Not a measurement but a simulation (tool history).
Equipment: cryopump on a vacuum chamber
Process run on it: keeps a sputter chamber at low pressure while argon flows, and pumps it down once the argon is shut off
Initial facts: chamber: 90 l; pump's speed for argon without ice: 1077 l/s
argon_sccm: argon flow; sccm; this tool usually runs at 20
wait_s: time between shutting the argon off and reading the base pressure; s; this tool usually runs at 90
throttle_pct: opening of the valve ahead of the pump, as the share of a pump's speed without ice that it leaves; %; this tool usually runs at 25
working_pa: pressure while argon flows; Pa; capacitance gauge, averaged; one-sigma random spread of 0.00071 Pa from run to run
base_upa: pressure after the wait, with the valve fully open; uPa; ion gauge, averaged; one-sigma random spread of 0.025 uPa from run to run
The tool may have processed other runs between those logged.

run	day	argon_sccm	wait_s	throttle_pct	working_pa	base_upa
1	0.000	20	90	25	0.1305	3.94
2	2.712	20	90	33	0.0994	4.05
3	5.533	8	90	25	0.0513	4.13
4	7.429	8	90	25	0.0525	4.37
5	11.425	8	64	25	0.0523	4.79
6	13.133	8	64	25	0.0535	5.08
7	16.046	8	64	25	0.0542	5.13
8	17.883	20	90	25	0.1326	4.82
9	21.071	20	90	25	0.1340	5.07
# day 24.050: leaking fittings of the chamber tightened, without venting
10	25.038	34	90	25	0.2281	1.10
11	27.529	34	90	25	0.2288	1.18
12	29.425	19	90	25	0.1275	1.30
13	31.988	19	90	25	0.1283	1.41
14	36.104	20	90	25	0.1353	1.65
15	39.808	20	90	25	0.1358	1.78
# day 40.896: pump warmed up, emptied and cooled again
16	42.567	20	268	25	0.1270	1.10
17	44.825	20	268	25	0.1271	1.19
18	47.446	22	26	54	0.0657	3.54
19	50.775	11	27	39	0.0459	3.54
20	52.812	9	98	17	0.0836	1.90
21	54.579	16	143	21	0.1212	1.72
22	56.442	16	143	21	0.1217	1.75
23	60.308	16	34	21	0.1217	3.43
24	62.938	16	34	21	0.1210	3.49
25	66.146	31	24	39	0.1297	4.42
26	69.817	24	91	25	0.1545	2.61
27	73.225	20	34	56	0.0603	4.04
28	76.417	13	90	26	0.0825	2.87
29	78.962	20	36	25	0.1305	4.21
30	81.942	18	115	25	0.1181	3.02
31	85.000	16	90	30	0.0890	3.36
32	86.942	27	90	41	0.1133	3.43
33	90.133	27	46	36	0.1266	4.24

What would each run have given without the hidden state, its run-to-run variation left as it was?
Hidden state present: pump's speed, % of a pump's without ice; cold plate's temperature, K; leak into the chamber, uPa l/s; drift of the gauge itself on working_pa, %; drift of the gauge itself on base_upa, %.
run	working_pa	base_upa
1	0.1263	1.01
2	0.0949	0.98
3	0.0493	0.96
4	0.0504	1.01
5	0.0499	1.28
6	0.0510	1.32
7	0.0515	1.32
8	0.1256	1.00
9	0.1264	0.99
10	0.2142	0.96
11	0.2141	0.95
12	0.1190	1.00
13	0.1193	0.99
14	0.1251	1.04
15	0.1249	0.99
16	0.1265	0.51
17	0.1263	0.51
18	0.0645	2.78
19	0.0450	2.66
20	0.0828	0.94
21	0.1195	0.71
22	0.1198	0.70
23	0.1194	2.19
24	0.1185	2.15
25	0.1241	2.97
26	0.1496	0.98
27	0.0557	2.22
28	0.0792	0.98
29	0.1251	2.13
30	0.1128	0.84
31	0.0840	1.02
32	0.1043	1.01
33	0.1171	1.67
